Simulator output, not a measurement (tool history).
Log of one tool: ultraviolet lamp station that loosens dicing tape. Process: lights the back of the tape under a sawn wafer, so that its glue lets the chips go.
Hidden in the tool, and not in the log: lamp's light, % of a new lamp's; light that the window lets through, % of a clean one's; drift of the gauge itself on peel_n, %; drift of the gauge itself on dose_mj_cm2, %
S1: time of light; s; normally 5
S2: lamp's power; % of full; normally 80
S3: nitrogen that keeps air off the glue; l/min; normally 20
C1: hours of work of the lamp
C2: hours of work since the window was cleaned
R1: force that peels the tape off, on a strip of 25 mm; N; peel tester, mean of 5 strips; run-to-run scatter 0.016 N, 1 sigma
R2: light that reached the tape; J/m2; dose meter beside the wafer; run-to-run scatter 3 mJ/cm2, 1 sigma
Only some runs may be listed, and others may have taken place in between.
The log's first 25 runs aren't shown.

{"run": 26, "day": 10.171, "S1": 6, "S2": 80, "S3": 20, "C1": 337, "C2": 241, "R1": 0.967, "R2": 3940}
{"run": 27, "day": 10.408, "S1": 4, "S2": 87, "S3": 20, "C1": 339, "C2": 244, "R1": 1.865, "R2": 2860}
{"run": 28, "day": 10.696, "S1": 5, "S2": 75, "S3": 22, "C1": 342, "C2": 247, "R1": 1.496, "R2": 3120}
{"run": 29, "day": 11.004, "S1": 6, "S2": 80, "S3": 8, "C1": 345, "C2": 250, "R1": 2.005, "R2": 3920}
{"run": 30, "day": 11.254, "S1": 3, "S2": 71, "S3": 24, "C1": 348, "C2": 253, "R1": 3.494, "R2": 1740}
{"run": 31, "day": 11.65, "S1": 3, "S2": 77, "S3": 24, "C1": 352, "C2": 257, "R1": 3.216, "R2": 1860}
{"run": 32, "day": 12.179, "S1": 8, "S2": 61, "S3": 24, "C1": 358, "C2": 263, "R1": 0.882, "R2": 3920}
{"run": 33, "day": 12.412, "S1": 3, "S2": 61, "S3": 9, "C1": 361, "C2": 265, "R1": 5.683, "R2": 1460}
{"run": 34, "day": 12.888, "S1": 2, "S2": 63, "S3": 12, "C1": 366, "C2": 270, "R1": 6.851, "R2": 1000}
{"run": 35, "day": 13.117, "S1": 2, "S2": 63, "S3": 12, "C1": 368, "C2": 273, "R1": 6.818, "R2": 1010}
{"run": 36, "day": 13.425, "S1": 2, "S2": 63, "S3": 12, "C1": 371, "C2": 276, "R1": 6.873, "R2": 1010}
{"run": 37, "day": 13.725, "S1": 6, "S2": 76, "S3": 9, "C1": 375, "C2": 279, "R1": 2.084, "R2": 3590}
{"run": 38, "day": 14.046, "S1": 9, "S2": 80, "S3": 17, "C1": 378, "C2": 283, "R1": 0.47, "R2": 5700}
{"run": 39, "day": 14.588, "S1": 5, "S2": 87, "S3": 16, "C1": 384, "C2": 288, "R1": 1.597, "R2": 3420}
{"day": 14.796, "done": "window cleaned of glue's vapour"}
{"run": 40, "day": 14.871, "S1": 5, "S2": 77, "S3": 12, "C1": 387, "C2": 1, "R1": 2.123, "R2": 3270}
{"run": 41, "day": 15.112, "S1": 5, "S2": 77, "S3": 12, "C1": 389, "C2": 3, "R1": 2.094, "R2": 3250}
{"run": 42, "day": 15.612, "S1": 10, "S2": 64, "S3": 8, "C1": 395, "C2": 9, "R1": 1.081, "R2": 5320}
{"run": 43, "day": 15.838, "S1": 10, "S2": 85, "S3": 9, "C1": 397, "C2": 11, "R1": 0.533, "R2": 7070}

What if the next run were any one of these 5? Each begins from the tool's condition after run 43:
{"run": "A", "day": 16.108, "S1": 2, "S2": 78, "S3": 9, "C1": 400, "C2": 14, "R1": "?", "R2": "?"}
{"run": "B", "day": 16.108, "S1": 4, "S2": 77, "S3": 12, "C1": 400, "C2": 14, "R1": "?", "R2": "?"}
{"run": "C", "day": 16.108, "S1": 10, "S2": 71, "S3": 24, "C1": 400, "C2": 14, "R1": "?", "R2": "?"}
{"run": "D", "day": 16.108, "S1": 5, "S2": 76, "S3": 6, "C1": 400, "C2": 14, "R1": "?", "R2": "?"}
{"run": "E", "day": 16.108, "S1": 5, "S2": 100, "S3": 16, "C1": 400, "C2": 14, "R1": "?", "R2": "?"}

run=A R1=6.263 R2=1270
run=B R1=2.948 R2=2570
run=C R1=0.327 R2=5920
run=D R1=3.227 R2=3230
run=E R1=1.048 R2=4160
Stripped of hidden state, with their random variation kept, the same runs would have yielded:
run=A R1=5.168 R2=1670
run=B R1=1.958 R2=3360
run=C R1=0.210 R2=7730
run=D R1=2.198 R2=4210
run=E R1=0.564 R2=5450
